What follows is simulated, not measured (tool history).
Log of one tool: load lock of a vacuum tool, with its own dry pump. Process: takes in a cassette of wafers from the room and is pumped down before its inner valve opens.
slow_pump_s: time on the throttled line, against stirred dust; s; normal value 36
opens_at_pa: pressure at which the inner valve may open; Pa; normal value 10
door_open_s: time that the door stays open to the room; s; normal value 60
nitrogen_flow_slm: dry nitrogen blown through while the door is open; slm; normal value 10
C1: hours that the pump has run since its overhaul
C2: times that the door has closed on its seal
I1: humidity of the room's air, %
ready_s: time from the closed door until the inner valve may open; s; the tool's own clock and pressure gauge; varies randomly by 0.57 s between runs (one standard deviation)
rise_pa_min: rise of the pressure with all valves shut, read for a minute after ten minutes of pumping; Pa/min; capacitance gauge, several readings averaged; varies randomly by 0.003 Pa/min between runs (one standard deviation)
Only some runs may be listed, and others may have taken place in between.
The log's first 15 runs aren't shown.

run 16 hour=1761.7 | slow_pump_s=36 opens_at_pa=10 door_open_s=60 nitrogen_flow_slm=10 | C1=2552 C2=8000 | I1=45.3 | ready_s=81.4 rise_pa_min=0.039
run 17 hour=1846.4 | slow_pump_s=67 opens_at_pa=10 door_open_s=60 nitrogen_flow_slm=10 | C1=2637 C2=8320 | I1=47.3 | ready_s=104.9 rise_pa_min=0.041
run 18 hour=1919.1 | slow_pump_s=67 opens_at_pa=10 door_open_s=28 nitrogen_flow_slm=10 | C1=2710 C2=8593 | I1=45 | ready_s=104.1 rise_pa_min=0.025
run 19 hour=2038.1 | slow_pump_s=42 opens_at_pa=10 door_open_s=60 nitrogen_flow_slm=10 | C1=2829 C2=9042 | I1=44.5 | ready_s=86 rise_pa_min=0.038
run 20 hour=2168.5 | slow_pump_s=42 opens_at_pa=10 door_open_s=60 nitrogen_flow_slm=10 | C1=2959 C2=9534 | I1=43.9 | ready_s=85.9 rise_pa_min=0.038
run 21 hour=2321.9 | slow_pump_s=35 opens_at_pa=10 door_open_s=60 nitrogen_flow_slm=10 | C1=3112 C2=10113 | I1=48.2 | ready_s=80.8 rise_pa_min=0.04
run 22 hour=2465.7 | slow_pump_s=36 opens_at_pa=12 door_open_s=60 nitrogen_flow_slm=28 | C1=3256 C2=10655 | I1=46.8 | ready_s=81 rise_pa_min=0.027
run 23 hour=2573.1 | slow_pump_s=36 opens_at_pa=12 door_open_s=60 nitrogen_flow_slm=4 | C1=3364 C2=11060 | I1=44.5 | ready_s=81.1 rise_pa_min=0.043
run 24 hour=2661.6 | slow_pump_s=49 opens_at_pa=13 door_open_s=60 nitrogen_flow_slm=7 | C1=3452 C2=11394 | I1=43.9 | ready_s=90.2 rise_pa_min=0.047
run 25 hour=2794.9 | slow_pump_s=49 opens_at_pa=13 door_open_s=140 nitrogen_flow_slm=7 | C1=3585 C2=11897 | I1=45.6 | ready_s=90.4 rise_pa_min=0.056
run 26 hour=2918.6 | slow_pump_s=61 opens_at_pa=10 door_open_s=60 nitrogen_flow_slm=7 | C1=3709 C2=12363 | I1=44.4 | ready_s=100.4 rise_pa_min=0.041
run 27 hour=2990.6 | slow_pump_s=61 opens_at_pa=13 door_open_s=60 nitrogen_flow_slm=23 | C1=3781 C2=12635 | I1=45.9 | ready_s=99.3 rise_pa_min=0.028
run 28 hour=3069.2 | slow_pump_s=61 opens_at_pa=18 door_open_s=60 nitrogen_flow_slm=5 | C1=3860 C2=12931 | I1=46.1 | ready_s=97 rise_pa_min=0.049
run 29 hour=3202.4 | slow_pump_s=36 opens_at_pa=10 door_open_s=39 nitrogen_flow_slm=39 | C1=3993 C2=13434 | I1=47 | ready_s=83.4 rise_pa_min=0.036
run 30 hour=3279 | slow_pump_s=36 opens_at_pa=10 door_open_s=39 nitrogen_flow_slm=39 | C1=4070 C2=13723 | I1=44 | ready_s=83.4 rise_pa_min=0.03
run 31 hour=3424.7 | slow_pump_s=36 opens_at_pa=10 door_open_s=39 nitrogen_flow_slm=39 | C1=4215 C2=14272 | I1=48.1 | ready_s=82.7 rise_pa_min=0.032
run 32 hour=3499.3 | slow_pump_s=40 opens_at_pa=16 door_open_s=39 nitrogen_flow_slm=39 | C1=4290 C2=14553 | I1=46.6 | ready_s=83.2 rise_pa_min=0.031
run 33 hour=3597.2 | slow_pump_s=40 opens_at_pa=16 door_open_s=39 nitrogen_flow_slm=39 | C1=4388 C2=14922 | I1=46.9 | ready_s=83.3 rise_pa_min=0.035
run 34 hour=3663.2 | slow_pump_s=71 opens_at_pa=12 door_open_s=47 nitrogen_flow_slm=10 | C1=4454 C2=15171 | I1=45.9 | ready_s=107.5 rise_pa_min=0.043
run 35 hour=3817.9 | slow_pump_s=30 opens_at_pa=12 door_open_s=47 nitrogen_flow_slm=10 | C1=4608 C2=15755 | I1=45 | ready_s=77.4 rise_pa_min=0.047

Predict the results of run 36:
run 36 hour=3882.8 | slow_pump_s=66 opens_at_pa=8 door_open_s=62 nitrogen_flow_slm=10 | C1=4673 C2=16000 | I1=46.9 | ready_s=? rise_pa_min=?

{"run 36": {"ready_s": 105.2, "rise_pa_min": 0.047}}
With the hidden condition absent and the run-to-run variation left alone, this run would have shown ready_s 102.5 s, rise_pa_min 0.024 Pa/min.

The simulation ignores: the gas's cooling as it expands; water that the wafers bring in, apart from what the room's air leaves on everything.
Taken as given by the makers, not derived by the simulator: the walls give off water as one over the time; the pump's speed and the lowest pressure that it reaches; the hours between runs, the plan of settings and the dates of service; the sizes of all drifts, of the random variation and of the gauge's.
